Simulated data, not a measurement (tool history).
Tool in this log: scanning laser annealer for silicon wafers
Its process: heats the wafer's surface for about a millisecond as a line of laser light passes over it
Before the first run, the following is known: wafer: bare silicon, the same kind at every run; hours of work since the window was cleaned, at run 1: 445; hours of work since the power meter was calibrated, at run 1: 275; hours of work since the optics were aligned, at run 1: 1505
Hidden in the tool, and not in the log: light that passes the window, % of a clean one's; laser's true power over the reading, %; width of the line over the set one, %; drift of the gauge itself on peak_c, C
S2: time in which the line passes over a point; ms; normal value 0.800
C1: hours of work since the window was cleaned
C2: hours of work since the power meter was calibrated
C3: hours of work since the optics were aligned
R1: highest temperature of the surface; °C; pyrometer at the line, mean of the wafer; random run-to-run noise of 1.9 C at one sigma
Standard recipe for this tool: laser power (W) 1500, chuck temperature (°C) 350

run 1 day=0.000 | laser_power_(W)=1500 S2=0.800 chuck_temperature_(°C)=350 | C1=445 C2=275 C3=1505 | R1=1045
run 2 day=1.275 | laser_power_(W)=1500 S2=0.800 chuck_temperature_(°C)=350 | C1=466 C2=296 C3=1526 | R1=1042
run 3 day=2.071 | laser_power_(W)=1500 S2=0.800 chuck_temperature_(°C)=350 | C1=479 C2=309 C3=1539 | R1=1043
run 4 day=2.704 | laser_power_(W)=1500 S2=0.800 chuck_temperature_(°C)=350 | C1=489 C2=320 C3=1550 | R1=1037
-- day=3.025 window over the wafer cleaned
run 5 day=3.683 | laser_power_(W)=1500 S2=0.800 chuck_temperature_(°C)=350 | C1=11 C2=334 C3=1565 | R1=1069
run 6 day=4.925 | laser_power_(W)=1500 S2=0.800 chuck_temperature_(°C)=350 | C1=31 C2=355 C3=1585 | R1=1066
run 7 day=6.017 | laser_power_(W)=1500 S2=0.745 chuck_temperature_(°C)=350 | C1=49 C2=373 C3=1603 | R1=1037
run 8 day=7.038 | laser_power_(W)=1500 S2=0.745 chuck_temperature_(°C)=350 | C1=66 C2=390 C3=1620 | R1=1037
run 9 day=8.112 | laser_power_(W)=1500 S2=0.745 chuck_temperature_(°C)=350 | C1=84 C2=407 C3=1637 | R1=1034
run 10 day=9.346 | laser_power_(W)=1500 S2=0.745 chuck_temperature_(°C)=350 | C1=104 C2=427 C3=1658 | R1=1033
run 11 day=10.512 | laser_power_(W)=1500 S2=0.800 chuck_temperature_(°C)=350 | C1=123 C2=447 C3=1677 | R1=1059
run 12 day=11.258 | laser_power_(W)=1500 S2=0.800 chuck_temperature_(°C)=350 | C1=135 C2=459 C3=1689 | R1=1062
run 13 day=12.142 | laser_power_(W)=1500 S2=0.800 chuck_temperature_(°C)=350 | C1=150 C2=473 C3=1704 | R1=1058
run 14 day=12.833 | laser_power_(W)=1500 S2=0.800 chuck_temperature_(°C)=350 | C1=161 C2=485 C3=1715 | R1=1059
run 15 day=13.871 | laser_power_(W)=1500 S2=0.800 chuck_temperature_(°C)=350 | C1=178 C2=502 C3=1732 | R1=1055
run 16 day=15.238 | laser_power_(W)=1500 S2=0.726 chuck_temperature_(°C)=350 | C1=201 C2=524 C3=1754 | R1=1015
run 17 day=16.521 | laser_power_(W)=1500 S2=0.726 chuck_temperature_(°C)=350 | C1=222 C2=545 C3=1776 | R1=1015
run 18 day=17.108 | laser_power_(W)=1500 S2=0.726 chuck_temperature_(°C)=350 | C1=231 C2=555 C3=1785 | R1=1015
run 19 day=17.875 | laser_power_(W)=1500 S2=0.726 chuck_temperature_(°C)=350 | C1=244 C2=568 C3=1798 | R1=1014
run 20 day=18.617 | laser_power_(W)=1500 S2=0.726 chuck_temperature_(°C)=350 | C1=256 C2=580 C3=1810 | R1=1012
run 21 day=19.921 | laser_power_(W)=1547 S2=0.657 chuck_temperature_(°C)=366 | C1=278 C2=601 C3=1831 | R1=1019
run 22 day=21.229 | laser_power_(W)=1500 S2=0.800 chuck_temperature_(°C)=359 | C1=299 C2=623 C3=1853 | R1=1058
run 23 day=21.921 | laser_power_(W)=1500 S2=0.800 chuck_temperature_(°C)=359 | C1=310 C2=634 C3=1864 | R1=1053
run 24 day=23.150 | laser_power_(W)=1587 S2=0.800 chuck_temperature_(°C)=350 | C1=331 C2=654 C3=1884 | R1=1098
run 25 day=24.238 | laser_power_(W)=1500 S2=0.663 chuck_temperature_(°C)=327 | C1=349 C2=672 C3=1902 | R1=952
run 26 day=25.483 | laser_power_(W)=1500 S2=0.955 chuck_temperature_(°C)=350 | C1=369 C2=693 C3=1923 | R1=1110
run 27 day=26.838 | laser_power_(W)=1456 S2=0.800 chuck_temperature_(°C)=350 | C1=391 C2=715 C3=1945 | R1=1013
run 28 day=27.875 | laser_power_(W)=1456 S2=0.800 chuck_temperature_(°C)=350 | C1=408 C2=732 C3=1962 | R1=1009
run 29 day=28.775 | laser_power_(W)=1416 S2=0.883 chuck_temperature_(°C)=367 | C1=423 C2=747 C3=1977 | R1=1039
-- day=29.588 optics aligned, line set to its width
run 30 day=30.033 | laser_power_(W)=1500 S2=0.953 chuck_temperature_(°C)=350 | C1=440 C2=764 C3=7 | R1=1117
run 31 day=31.075 | laser_power_(W)=1500 S2=0.785 chuck_temperature_(°C)=327 | C1=458 C2=781 C3=25 | R1=1015
run 32 day=32.158 | laser_power_(W)=1500 S2=0.785 chuck_temperature_(°C)=327 | C1=475 C2=799 C3=42 | R1=1016
-- day=33.400 window over the wafer cleaned
run 33 day=33.579 | laser_power_(W)=1355 S2=0.769 chuck_temperature_(°C)=327 | C1=3 C2=821 C3=64 | R1=947
run 34 day=34.329 | laser_power_(W)=1528 S2=0.800 chuck_temperature_(°C)=359 | C1=15 C2=833 C3=77 | R1=1092
run 35 day=35.300 | laser_power_(W)=1295 S2=0.889 chuck_temperature_(°C)=334 | C1=31 C2=849 C3=93 | R1=965
run 36 day=36.338 | laser_power_(W)=1295 S2=0.889 chuck_temperature_(°C)=334 | C1=48 C2=866 C3=110 | R1=963
run 37 day=37.554 | laser_power_(W)=1500 S2=0.945 chuck_temperature_(°C)=357 | C1=68 C2=886 C3=130 | R1=1142
run 38 day=38.762 | laser_power_(W)=1639 S2=0.697 chuck_temperature_(°C)=350 | C1=88 C2=906 C3=149 | R1=1097
run 39 day=40.004 | laser_power_(W)=1561 S2=0.938 chuck_temperature_(°C)=355 | C1=108 C2=926 C3=170 | R1=1174
run 40 day=40.996 | laser_power_(W)=1643 S2=0.565 chuck_temperature_(°C)=350 | C1=125 C2=943 C3=186 | R1=1010

What would each run have given without the hidden state, its run-to-run variation left as it was?
run=1 R1=1086
run=2 R1=1085
run=3 R1=1086
run=4 R1=1081
run=5 R1=1085
run=6 R1=1084
run=7 R1=1056
run=8 R1=1058
run=9 R1=1055
run=10 R1=1056
run=11 R1=1085
run=12 R1=1088
run=13 R1=1085
run=14 R1=1088
run=15 R1=1085
run=16 R1=1045
run=17 R1=1047
run=18 R1=1048
run=19 R1=1048
run=20 R1=1046
run=21 R1=1054
run=22 R1=1097
run=23 R1=1093
run=24 R1=1143
run=25 R1=991
run=26 R1=1159
run=27 R1=1058
run=28 R1=1055
run=29 R1=1087
run=30 R1=1158
run=31 R1=1053
run=32 R1=1056
run=33 R1=959
run=34 R1=1108
run=35 R1=979
run=36 R1=979
run=37 R1=1163
run=38 R1=1119
run=39 R1=1200
run=40 R1=1032
